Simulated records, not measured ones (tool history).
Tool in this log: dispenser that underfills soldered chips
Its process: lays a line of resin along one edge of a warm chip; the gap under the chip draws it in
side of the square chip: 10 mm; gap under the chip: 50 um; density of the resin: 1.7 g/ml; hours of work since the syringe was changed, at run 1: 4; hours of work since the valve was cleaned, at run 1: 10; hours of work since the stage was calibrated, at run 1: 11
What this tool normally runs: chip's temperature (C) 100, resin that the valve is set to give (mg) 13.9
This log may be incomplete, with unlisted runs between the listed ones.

run	day	chip's temperature (C)	resin that the valve is set to give (mg)	hours of work since the syringe was changed	hours of work since the valve was cleaned	hours of work since the stage was calibrated	time until the resin shows at the far edge (s)	resin that the valve gave (mg)
1	0	100	13.9	4	10	11	112.7	13.81
2	0.092	100	13.9	5	11	13	125.5	13.82
# day 0.138: new syringe of resin
3	0.271	100	13.9	2	14	16	102.1	13.83
4	0.446	100	14.1	6	17	19	130.7	14.09
# day 0.471: new syringe of resin
5	0.638	100	14.1	3	21	22	107.5	14.04
6	0.738	100	14.1	5	22	24	121.5	14
# day 0.808: new syringe of resin
7	0.929	100	13.9	2	26	27	104.3	13.65
8	1.112	100	13.9	5	29	30	131.1	13.72
# day 1.142: new syringe of resin
9	1.271	100	13.9	2	31	33	103.3	13.7
10	1.417	100	13.9	5	34	35	124.1	13.75
# day 1.471: new syringe of resin
11	1.596	100	13.9	2	37	38	102	13.61
# day 1.796: new syringe of resin
12	1.796	100	13.9	0	40	42	85.6	13.57
13	1.962	100	13.9	3	43	45	107.9	13.61
# day 2.125: new syringe of resin
14	2.133	100	13.9	0	46	48	89	13.65
15	2.258	100	13.9	2	48	50	105.3	13.57
# day 2.45: new syringe of resin
16	2.454	100	11.8	0	52	53	91.6	11.47
17	2.546	100	11.8	2	53	55	100.9	11.54
18	2.712	100	11.8	5	56	58	125	11.51
# day 2.792: new syringe of resin
19	2.821	91	15.9	1	58	59	119.3	15.5
20	2.933	100	11.8	3	60	61	109.3	11.49
21	3.017	100	11.8	4	61	63	123	11.47
# day 3.125: new syringe of resin
22	3.133	102	11.8	0	63	65	84.7	11.51
23	3.267	86	13.3	3	66	67	162.4	12.85
24	3.354	111	17.7	4	67	69	83.3	17.13
# day 3.45: new syringe of resin
25	3.508	103	14.9	1	70	71	87.9	14.47
26	3.638	97	17.8	3	72	73	120.2	17.22
# day 3.7: dispensing valve cleaned and set on the balance
# day 3.825: new syringe of resin
27	3.854	105	13.9	1	2	76	80.6	13.82
28	3.954	96	16.5	2	4	78	115.3	16.51
29	4.079	98	17.3	5	7	80	128	17.3
# day 4.15: new syringe of resin
30	4.233	98	17.3	1	9	83	104.9	17.19
31	4.379	103	12.4	4	12	85	114.1	12.36
# day 4.488: new syringe of resin
32	4.496	112	15.8	0	14	87	63.3	15.74
33	4.679	86	13.1	3	17	91	175.4	12.99
34	4.779	102	14.5	5	19	92	118.8	14.38
# day 4.825: new syringe of resin
35	4.908	102	14.5	1	21	94	93.4	14.4

Forecast each of these 3 alternatives for the next run:
A	5.021	105	16.2	3	23	96	?	?
B	5.021	102	17.3	3	23	96	?	?
C	5.021	89	13	3	23	96	?	?

run	time until the resin shows at the far edge (s)	resin that the valve gave (mg)
A	97.7	16.04
B	106.3	17.07
C	161.7	12.79
Take away the tool's hidden state, keep each run's random variation, and the runs would have read:
run	time until the resin shows at the far edge (s)	resin that the valve gave (mg)
A	73.9	16.22
B	80.4	17.26
C	121.8	12.94
